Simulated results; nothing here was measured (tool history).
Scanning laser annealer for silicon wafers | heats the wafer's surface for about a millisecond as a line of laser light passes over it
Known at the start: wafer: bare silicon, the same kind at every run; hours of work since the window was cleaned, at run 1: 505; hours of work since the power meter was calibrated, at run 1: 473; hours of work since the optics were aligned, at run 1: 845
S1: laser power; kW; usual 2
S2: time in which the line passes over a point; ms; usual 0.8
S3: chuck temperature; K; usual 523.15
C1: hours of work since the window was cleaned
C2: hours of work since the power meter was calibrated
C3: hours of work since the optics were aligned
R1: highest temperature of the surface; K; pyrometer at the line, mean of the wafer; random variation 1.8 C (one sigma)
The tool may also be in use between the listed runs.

| run | hour | S1 | S2 | S3 | C1 | C2 | C3 | R1 |
|---|---|---|---|---|---|---|---|---|
| 1 | 0 | 2 | 0.8 | 523.15 | 505 | 473 | 845 | 1252.15 |
| 2 | 22.7 | 2 | 0.8 | 523.15 | 518 | 486 | 858 | 1253.15 |
| 3 | 40.3 | 1.739 | 0.8 | 523.15 | 528 | 496 | 868 | 1148.15 |
| 4 | 62 | 1.739 | 0.821 | 523.15 | 540 | 508 | 880 | 1153.15 |
| 5 | 85.2 | 1.739 | 0.821 | 523.15 | 553 | 521 | 893 | 1152.15 |
| 6 | 96 | 1.739 | 0.821 | 523.15 | 559 | 527 | 899 | 1151.15 |
| 7 | 119.6 | 2 | 0.8 | 523.15 | 572 | 540 | 912 | 1247.15 |
| 8 | 133 | 2 | 0.8 | 523.15 | 580 | 548 | 920 | 1247.15 |
| 9 | 149.4 | 2 | 0.8 | 523.15 | 589 | 557 | 929 | 1247.15 |
| 10 | 166.8 | 2 | 0.8 | 523.15 | 599 | 566 | 939 | 1246.15 |
| 11 | 180 | 2 | 0.8 | 523.15 | 606 | 574 | 946 | 1246.15 |
| 12 | 204.9 | 2 | 0.8 | 560.15 | 620 | 588 | 960 | 1282.15 |
| 13 | 226 | 2 | 0.632 | 560.15 | 632 | 600 | 972 | 1211.15 |
| 14 | 236.5 | 2.079 | 0.8 | 523.15 | 638 | 605 | 978 | 1279.15 |
| 15 | 247.6 | 2.079 | 0.8 | 523.15 | 644 | 612 | 984 | 1277.15 |
| 16 | 270 | 1.793 | 0.624 | 555.15 | 656 | 624 | 997 | 1125.15 |
| 17 | 281.7 | 2 | 0.58 | 511.15 | 663 | 631 | 1003 | 1140.15 |
| 18 | 299.5 | 2 | 0.58 | 511.15 | 673 | 641 | 1013 | 1136.15 |
|  | 311.5 | window over the wafer cleaned |
| 19 | 323.9 | 1.907 | 0.76 | 555.15 | 7 | 653 | 1026 | 1256.15 |
| 20 | 342.2 | 1.818 | 0.562 | 543.15 | 17 | 663 | 1036 | 1126.15 |
| 21 | 361.6 | 1.818 | 0.562 | 543.15 | 28 | 674 | 1047 | 1124.15 |
| 22 | 375.1 | 1.932 | 0.8 | 523.15 | 36 | 682 | 1054 | 1248.15 |
| 23 | 394.3 | 1.932 | 0.8 | 523.15 | 46 | 693 | 1065 | 1246.15 |
| 24 | 418.4 | 1.817 | 0.666 | 512.15 | 60 | 706 | 1078 | 1135.15 |
| 25 | 429.2 | 2.088 | 0.681 | 559.15 | 66 | 712 | 1085 | 1292.15 |
| 26 | 442.6 | 2 | 0.847 | 512.15 | 73 | 720 | 1092 | 1279.15 |
| 27 | 457.5 | 1.896 | 0.8 | 523.15 | 82 | 728 | 1100 | 1232.15 |
| 28 | 479.2 | 1.904 | 0.811 | 523.15 | 94 | 740 | 1112 | 1238.15 |
| 29 | 502.6 | 1.863 | 0.786 | 523.15 | 107 | 753 | 1126 | 1211.15 |
| 30 | 518.1 | 2 | 0.8 | 499.15 | 116 | 762 | 1134 | 1246.15 |

5 ways to go on from here, each from the tool as it stands after run 30. What would each give?
| A | 534.2 | 1.978 | 0.973 | 486.15 | 125 | 771 | 1143 | ? |
| B | 534.2 | 1.835 | 0.8 | 500.15 | 125 | 771 | 1143 | ? |
| C | 534.2 | 2 | 0.993 | 536.15 | 125 | 771 | 1143 | ? |
| D | 534.2 | 2 | 0.8 | 524.15 | 125 | 771 | 1143 | ? |
| E | 534.2 | 2.124 | 0.8 | 541.15 | 125 | 771 | 1143 | ? |

| run | R1 |
|---|---|
| A | 1289.15 |
| B | 1178.15 |
| C | 1354.15 |
| D | 1272.15 |
| E | 1339.15 |
Without the tool's hidden state the same runs would have given:
| run | R1 |
|---|---|
| A | 1308.15 |
| B | 1194.15 |
| C | 1374.15 |
| D | 1290.15 |
| E | 1359.15 |
